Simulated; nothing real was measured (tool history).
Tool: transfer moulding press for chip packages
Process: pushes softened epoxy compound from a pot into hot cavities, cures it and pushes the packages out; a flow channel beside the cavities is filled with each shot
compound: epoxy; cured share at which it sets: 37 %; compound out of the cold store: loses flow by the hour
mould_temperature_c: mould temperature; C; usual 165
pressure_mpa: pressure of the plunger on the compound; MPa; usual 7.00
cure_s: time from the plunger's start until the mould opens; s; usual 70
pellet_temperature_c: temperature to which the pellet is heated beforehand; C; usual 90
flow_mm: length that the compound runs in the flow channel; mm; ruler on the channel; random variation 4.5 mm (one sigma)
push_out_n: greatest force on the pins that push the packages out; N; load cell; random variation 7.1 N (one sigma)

run	day	mould_temperature_c	pressure_mpa	cure_s	pellet_temperature_c	incoming compound's hours out of the cold store	flow_mm	push_out_n
1	0.000	165	7.00	70	90	29.5	848	294
2	0.654	165	7.00	70	90	31.4	839	292
3	1.821	165	7.00	70	90	21.0	867	280
4	2.900	172	7.00	70	90	23.7	836	204
5	4.196	172	7.00	70	90	22.2	835	193
6	5.162	165	7.00	82	90	37.3	821	217
7	6.162	165	7.00	70	90	47.9	806	273
8	7.542	165	7.00	70	90	46.2	810	262
9	8.588	165	7.00	70	82	16.2	876	304
10	9.879	165	8.75	70	90	17.9	973	293
11	10.762	165	5.32	70	90	47.3	695	277
12	11.675	165	7.00	79	90	22.1	861	225
13	12.412	165	7.00	95	90	28.2	850	184
14	13.188	165	7.00	95	90	21.0	857	186
15	14.054	159	7.00	70	90	18.9	897	461
16	14.638	159	7.00	70	90	23.9	891	443
17	15.938	159	7.00	70	90	31.8	869	450
18	17.292	159	7.00	90	93	13.8	918	243
19	18.346	165	7.00	78	82	45.2	810	218
20	19.717	165	7.00	73	82	39.7	819	249
21	20.333	169	6.63	63	99	20.2	822	259
22	21.550	169	6.63	63	99	17.5	828	267
23	22.400	169	6.63	63	99	35.1	791	258
24	23.029	163	5.80	63	92	45.3	734	425
25	23.992	158	7.00	54	90	19.1	901	824
26	24.862	160	5.42	70	86	30.3	761	441
27	26.167	160	5.42	70	86	13.9	803	447
28	27.142	160	5.42	70	86	43.1	738	412
29	28.408	160	5.42	70	86	16.8	799	430

Not shown: 16 entries that the log had between the listed runs. Between which runs, and how does the tool's hidden state differ before and after?
Between runs 2 and 3: cavities cleaned with cleaning compound and waxed (day 0.962)
  pressure that reaches the compound, % of what is set: 99.93 -> 99.91; grip of the stained cavities, % over clean ones': 1.1 -> 0.8
Between runs 3 and 4: cavities cleaned with cleaning compound and waxed (day 2.833)
  pressure that reaches the compound, % of what is set: 99.91 -> 99.89; grip of the stained cavities, % over clean ones': 0.8 -> 0.1
Between runs 5 and 6: cavities cleaned with cleaning compound and waxed (day 4.688)
  pressure that reaches the compound, % of what is set: 99.86 -> 99.84; grip of the stained cavities, % over clean ones': 1 -> 0.5
Between runs 7 and 8: cavities cleaned with cleaning compound and waxed (day 6.567)
  pressure that reaches the compound, % of what is set: 99.83 -> 99.8; grip of the stained cavities, % over clean ones': 1.1 -> 0.9
Between runs 8 and 9: cavities cleaned with cleaning compound and waxed (day 8.417)
  true mould temperature over the reading, C: 0 -> 0.01; pressure that reaches the compound, % of what is set: 99.8 -> 99.78; grip of the stained cavities, % over clean ones': 0.9 -> 0.2
Between runs 10 and 11: cavities cleaned with cleaning compound and waxed (day 10.271)
  pressure that reaches the compound, % of what is set: 99.75 -> 99.73; grip of the stained cavities, % over clean ones': 1.1 -> 0.5
Between runs 12 and 13: cavities cleaned with cleaning compound and waxed (day 12.125)
  pressure that reaches the compound, % of what is set: 99.71 -> 99.69; grip of the stained cavities, % over clean ones': 1 -> 0.3
Between runs 14 and 15: cavities cleaned with cleaning compound and waxed (day 13.992)
  pressure that reaches the compound, % of what is set: 99.68 -> 99.66; grip of the stained cavities, % over clean ones': 0.9 -> 0.1
Between runs 16 and 17: plunger's sealing rings changed (day 15.367); cavities cleaned with cleaning compound and waxed (day 15.921)
  pressure that reaches the compound, % of what is set: 99.65 -> 99.99; grip of the stained cavities, % over clean ones': 0.7 -> 0
Between runs 18 and 19: cavities cleaned with cleaning compound and waxed (day 17.746)
  pressure that reaches the compound, % of what is set: 99.95 -> 99.93; grip of the stained cavities, % over clean ones': 1 -> 0.6
Between runs 19 and 20: cavities cleaned with cleaning compound and waxed (day 19.588)
  pressure that reaches the compound, % of what is set: 99.93 -> 99.91; grip of the stained cavities, % over clean ones': 0.6 -> 0.2
Between runs 21 and 22: cavities cleaned with cleaning compound and waxed (day 21.438)
  pressure that reaches the compound, % of what is set: 99.89 -> 99.87; grip of the stained cavities, % over clean ones': 0.7 -> 0.2
Between runs 24 and 25: cavities cleaned with cleaning compound and waxed (day 23.279)
  pressure that reaches the compound, % of what is set: 99.84 -> 99.82; grip of the stained cavities, % over clean ones': 1.1 -> 0.7
Between runs 26 and 27: cavities cleaned with cleaning compound and waxed (day 25.125)
  pressure that reaches the compound, % of what is set: 99.8 -> 99.77; grip of the stained cavities, % over clean ones': 1.1 -> 0.9
Between runs 27 and 28: cavities cleaned with cleaning compound and waxed (day 26.983)
  pressure that reaches the compound, % of what is set: 99.77 -> 99.75; grip of the stained cavities, % over clean ones': 0.9 -> 0.2
